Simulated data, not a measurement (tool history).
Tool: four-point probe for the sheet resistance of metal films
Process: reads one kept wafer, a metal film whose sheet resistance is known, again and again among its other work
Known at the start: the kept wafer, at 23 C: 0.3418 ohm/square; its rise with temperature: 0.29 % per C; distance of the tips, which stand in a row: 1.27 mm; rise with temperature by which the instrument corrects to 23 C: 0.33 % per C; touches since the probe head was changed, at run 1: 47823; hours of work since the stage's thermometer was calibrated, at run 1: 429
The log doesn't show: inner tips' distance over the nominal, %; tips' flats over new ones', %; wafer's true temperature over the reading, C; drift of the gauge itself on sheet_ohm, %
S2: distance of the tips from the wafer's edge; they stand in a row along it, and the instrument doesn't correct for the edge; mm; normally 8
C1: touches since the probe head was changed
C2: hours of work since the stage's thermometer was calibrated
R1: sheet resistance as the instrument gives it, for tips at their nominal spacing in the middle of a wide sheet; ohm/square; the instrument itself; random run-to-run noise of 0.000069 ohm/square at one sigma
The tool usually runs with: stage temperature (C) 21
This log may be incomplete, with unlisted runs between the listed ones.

Run 1, hour 0.0: usual settings; C1 47823; C2 429. Result: R1 0.346558 ohm/square.
Run 2, hour 52.3: usual settings; C1 49303; C2 463. Result: R1 0.346757 ohm/square.
Run 3, hour 87.6: usual settings; C1 50302; C2 487. Result: R1 0.346701 ohm/square.
Run 4, hour 118.6: usual settings; C1 51179; C2 508. Result: R1 0.346535 ohm/square.
Run 5, hour 178.7: usual settings but S2 21 mm; C1 52881; C2 548. Result: R1 0.342783 ohm/square.
Run 6, hour 234.9: usual settings but S2 21 mm; C1 54470; C2 585. Result: R1 0.342692 ohm/square.
Run 7, hour 265.6: usual settings but S2 21 mm; C1 55339; C2 606. Result: R1 0.342664 ohm/square.
Run 8, hour 317.4: usual settings but stage temperature (C) 28, S2 21 mm; C1 56805; C2 640. Result: R1 0.341771 ohm/square.
Run 9, hour 377.2: usual settings but S2 3 mm; C1 58498; C2 680. Result: R1 0.371858 ohm/square.
Run 10, hour 408.9: usual settings but S2 3 mm; C1 59395; C2 702. Result: R1 0.372082 ohm/square.
Run 11, hour 473.4: usual settings but stage temperature (C) 33; C1 61219; C2 745. Result: R1 0.344980 ohm/square.
Run 12, hour 507.3: usual settings but stage temperature (C) 29; C1 62179; C2 767. Result: R1 0.345452 ohm/square.
Run 13, hour 569.9: usual settings but stage temperature (C) 29; C1 63948; C2 809. Result: R1 0.345496 ohm/square.
Run 14, hour 615.6: usual settings but stage temperature (C) 29, S2 12 mm; C1 65243; C2 840. Result: R1 0.342850 ohm/square.
Run 15, hour 673.8: usual settings but S2 18 mm; C1 66889; C2 878. Result: R1 0.342887 ohm/square.
Run 16, hour 740.1: usual settings but stage temperature (C) 20, S2 14 mm; C1 68767; C2 923. Result: R1 0.343597 ohm/square.
Run 17, hour 792.3: usual settings but stage temperature (C) 20, S2 14 mm; C1 70242; C2 958. Result: R1 0.343822 ohm/square.
Run 18, hour 838.2: usual settings but stage temperature (C) 20, S2 14 mm; C1 71541; C2 988. Result: R1 0.343724 ohm/square.
Run 19, hour 899.7: usual settings but stage temperature (C) 20, S2 14 mm; C1 73281; C2 1029. Result: R1 0.343711 ohm/square.
Run 20, hour 958.5: usual settings but stage temperature (C) 20, S2 14 mm; C1 74946; C2 1068. Result: R1 0.343749 ohm/square.
Run 21, hour 1005.9: usual settings but stage temperature (C) 23; C1 76287; C2 1100. Result: R1 0.346324 ohm/square.
Run 22, hour 1033.1: usual settings but stage temperature (C) 23; C1 77058; C2 1118. Result: R1 0.346223 ohm/square.
Run 23, hour 1090.5: usual settings but stage temperature (C) 25, S2 23 mm; C1 78680; C2 1157. Result: R1 0.342054 ohm/square.
Run 24, hour 1131.6: usual settings but stage temperature (C) 25, S2 23 mm; C1 79846; C2 1184. Result: R1 0.342121 ohm/square.

5 ways to go on from here, each from the tool as it stands after run 24. What would each give?
Run A, hour 1159.4: usual settings but stage temperature (C) 25, S2 60 mm; C1 80632; C2 1203. Result: R1 ?.
Run B, hour 1159.4: usual settings but S2 6 mm; C1 80632; C2 1203. Result: R1 ?.
Run C, hour 1159.4: usual settings but stage temperature (C) 24, S2 16 mm; C1 80632; C2 1203. Result: R1 ?.
Run D, hour 1159.4: usual settings but stage temperature (C) 20, S2 9 mm; C1 80632; C2 1203. Result: R1 ?.
Run E, hour 1159.4: usual settings but stage temperature (C) 27, S2 56 mm; C1 80632; C2 1203. Result: R1 ?.

run        R1
  A  0.341574
  B  0.350214
  C  0.342767
  D  0.345822
  E  0.341238
With the hidden condition removed and each run's random variation left untouched, the same runs would have given:
run        R1
  A  0.341590
  B  0.350230
  C  0.342783
  D  0.345838
  E  0.341254

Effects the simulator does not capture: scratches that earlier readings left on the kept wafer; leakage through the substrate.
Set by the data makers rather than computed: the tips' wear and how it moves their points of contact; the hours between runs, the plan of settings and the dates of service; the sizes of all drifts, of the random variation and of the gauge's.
